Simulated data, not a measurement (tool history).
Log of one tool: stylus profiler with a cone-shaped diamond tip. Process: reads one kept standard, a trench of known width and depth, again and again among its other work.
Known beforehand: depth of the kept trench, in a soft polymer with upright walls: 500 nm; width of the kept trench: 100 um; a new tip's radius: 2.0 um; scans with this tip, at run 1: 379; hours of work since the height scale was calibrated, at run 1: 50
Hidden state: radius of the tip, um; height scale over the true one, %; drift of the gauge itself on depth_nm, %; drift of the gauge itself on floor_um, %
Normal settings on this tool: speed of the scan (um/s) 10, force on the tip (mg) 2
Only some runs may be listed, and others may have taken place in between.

run   hour  speed of the scan (um/s)  force on the tip (mg)  scans with this tip  hours of work since the height scale was calibrated  depth of the trench (angstrom)  width of the trench's floor (um)
  1      0                        10                      2                  379                                                   50                          5023.3                             97.28
  2   19.2                        10                      2                  481                                                   64                          5025.1                             97.24
  3   33.9                        10                   5.43                  560                                                   74                          5047.3                             97.27
  4   61.6                        10                   5.43                  707                                                   94                            5048                              97.2
  5   80.7                        10                      2                  808                                                  107                          5023.3                             97.19
  6  102.7                        10                      2                  926                                                  123                          5024.4                             97.14
  7  123.5                        10                      2                 1036                                                  137                          5027.4                             97.15
  8  137.4                        12                      2                 1110                                                  147                          5025.6                             97.16
  9  155.8                        12                      2                 1208                                                  160                          5026.3                             97.22
 10  181.3                        12                      2                 1343                                                  178                          5028.2                             97.18
 11  204.9                        10                      2                 1469                                                  195                          5024.5                             97.09
 12    229                        10                   1.16                 1597                                                  212                          5020.3                             97.16
 13  250.8                        10                   1.16                 1713                                                  227                          5017.6                             97.17
 14  273.7                        10                   0.79                 1835                                                  243                          5015.6                             97.07
 15  296.4                        10                   0.79                 1955                                                  259                          5014.5                             97.07
 16    315                        10                    1.1                 2054                                                  272                          5019.2                              97.1
 17  341.2                         2                      2                 2193                                                  291                          5029.2                             97.14
 18  359.8                         2                      2                 2293                                                  304                          5028.6                             97.14
 19  378.3                         2                      2                 2391                                                  317                          5027.6                             97.09
 20  405.7                         2                      2                 2536                                                  336                          5028.9                             97.02
 21  418.6                        10                      2                 2605                                                  345                          5029.4                             96.99
 22    446                        10                      2                 2751                                                  365                            5028                             96.97
 23  457.8                        10                      2                 2814                                                  373                          5028.2                             96.95
 24  471.7                        10                   5.26                 2887                                                  383                          5051.2                             97.06
 25  489.4                        10                   5.26                 2982                                                  395                          5053.7                             97.01
 26  511.9                        25                   1.57                 3101                                                  411                          5027.7                             96.87
 27  534.8                        13                   3.39                 3223                                                  427                          5041.2                             96.92
 28  549.1                        17                   5.34                 3299                                                  437                          5052.1                             96.92
 29  568.7                        37                   0.85                 3403                                                  451                          5016.9                             96.67
 30  592.4                        17                   0.72                 3529                                                  468                          5017.3                             96.83
 31  605.4                         3                   1.43                 3598                                                  477                          5026.6                             96.96
 32  632.6                         3                   1.43                 3743                                                  496                          5024.2                             96.97
 33  649.8                         3                   1.43                 3834                                                  508                            5027                             96.96
 34  664.8                        10                   1.78                 3914                                                  519                          5028.6                             96.87
 35  682.5                        10                   1.78                 4008                                                  531                          5032.5                             96.91
 36  694.2                        16                   4.01                 4070                                                  540                          5043.1                             96.92
 37  714.2                         3                   4.51                 4177                                                  554                            5050                             96.92
 38  740.4                        18                   1.72                 4316                                                  572                          5030.8                             96.81
 39  767.7                         3                      2                 4462                                                  591                            5031                             96.91
 40  789.3                         5                   5.38                 4576                                                  607                          5053.8                             96.89
 41  807.2                         5                   1.11                 4672                                                  619                          5024.8                              96.8
 42  830.4                        29                      2                 4795                                                  636                          5030.7                             96.75
 43  848.8                        29                      2                 4892                                                  649                            5033                             96.62
 44  874.9                        25                   1.88                 5032                                                  667                          5032.5                             96.66
 45  889.6                        17                   3.59                 5109                                                  677                          5046.4                             96.78
 46  905.7                        17                   3.59                 5195                                                  689                          5045.4                             96.65
 47  932.7                        17                    2.2                 5339                                                  708                          5034.7                             96.68
 48  953.7                        17                    2.2                 5451                                                  723                          5034.3                             96.71

Each row is a separate what-if for the run after 48, all from the same tool condition, not one after another. Results?
  A  980.1                         6                   1.68                 5591                                                  741                               ?                                 ?
  B  980.1                        17                   2.28                 5591                                                  741                               ?                                 ?
  C  980.1                        11                   1.52                 5591                                                  741                               ?                                 ?

run  depth of the trench (angstrom)  width of the trench's floor (um)
  A                          5032.8                             96.76
  B                          5037.7                             96.64
  C                          5028.9                             96.74
With no hidden state in the tool, these same runs would have given:
run  depth of the trench (angstrom)  width of the trench's floor (um)
  A                          5023.6                             97.32
  B                          5028.4                              97.2
  C                          5019.6                              97.3
